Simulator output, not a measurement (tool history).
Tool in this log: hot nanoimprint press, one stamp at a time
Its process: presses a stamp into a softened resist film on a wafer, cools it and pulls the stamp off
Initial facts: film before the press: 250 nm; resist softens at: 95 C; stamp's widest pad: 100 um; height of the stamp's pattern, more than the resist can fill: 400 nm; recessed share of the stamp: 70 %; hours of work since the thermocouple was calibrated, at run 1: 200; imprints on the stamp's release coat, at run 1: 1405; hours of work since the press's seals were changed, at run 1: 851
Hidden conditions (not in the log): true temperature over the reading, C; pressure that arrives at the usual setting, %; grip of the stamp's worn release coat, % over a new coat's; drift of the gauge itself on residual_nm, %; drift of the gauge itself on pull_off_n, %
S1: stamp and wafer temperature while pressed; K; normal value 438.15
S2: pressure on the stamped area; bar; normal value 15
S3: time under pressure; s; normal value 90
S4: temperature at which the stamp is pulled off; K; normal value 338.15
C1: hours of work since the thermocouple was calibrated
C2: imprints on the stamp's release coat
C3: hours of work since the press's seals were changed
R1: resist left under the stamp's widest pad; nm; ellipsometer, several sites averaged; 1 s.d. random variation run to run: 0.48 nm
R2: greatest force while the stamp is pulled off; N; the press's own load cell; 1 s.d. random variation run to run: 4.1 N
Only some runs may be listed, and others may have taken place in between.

Run 1, hour 0: usual settings; C1 200; C2 1405; C3 851. Result: R1 97.3 nm, R2 198 N.
Run 2, hour 22.1: usual settings; C1 217; C2 1524; C3 868. Result: R1 97.3 nm, R2 212 N.
Run 3, hour 35.9: usual settings but S4 328.15 K; C1 228; C2 1598; C3 879. Result: R1 97.3 nm, R2 216 N.
Run 4, hour 53: usual settings but S4 328.15 K; C1 241; C2 1690; C3 892. Result: R1 98.4 nm, R2 204 N.
At hour 70.5: stamp cleaned and given a new release coat.
Run 5, hour 83.4: usual settings but S4 326.15 K; C1 260; C2 69; C3 910. Result: R1 96.8 nm, R2 209 N.
Run 6, hour 102.9: usual settings but S4 326.15 K; C1 275; C2 174; C3 925. Result: R1 97.2 nm, R2 224 N.
Run 7, hour 118: usual settings; C1 286; C2 255; C3 937. Result: R1 98.5 nm, R2 203 N.
Run 8, hour 143.7: usual settings but S1 431.15 K, S2 21.4 bar, S3 125 s, S4 346.15 K; C1 306; C2 393; C3 957. Result: R1 100.6 nm, R2 192 N.
Run 9, hour 166.7: usual settings but S1 429.15 K, S2 12.7 bar, S3 124 s; C1 324; C2 517; C3 974. Result: R1 135.3 nm, R2 199 N.
Run 10, hour 186.5: usual settings but S2 19.8 bar; C1 339; C2 623; C3 989. Result: R1 86.1 nm, R2 203 N.
At hour 202.1: plate thermocouple calibrated.
Run 11, hour 215.3: usual settings but S1 447.15 K, S2 23.3 bar, S3 153 s; C1 10; C2 762; C3 1009. Result: R1 40.8 nm, R2 200 N.
Run 12, hour 233.2: usual settings but S1 447.15 K, S2 12.4 bar, S3 62 s, S4 340.15 K; C1 24; C2 858; C3 1023. Result: R1 84.2 nm, R2 196 N.
Run 13, hour 257.3: usual settings but S2 10.9 bar, S4 345.15 K; C1 42; C2 987; C3 1041. Result: R1 111 nm, R2 189 N.

Run 14 is up next; what results do you expect?
Run 14, hour 275.1: usual settings but S2 10.9 bar, S4 345.15 K; C1 56; C2 1083; C3 1055. Result: R1 ?, R2 ?.

Run 14 produced R1 109.9 nm, R2 186 N.
Had the tool carried no hidden state, the very same run would have given R1 111.3 nm, R2 185 N.
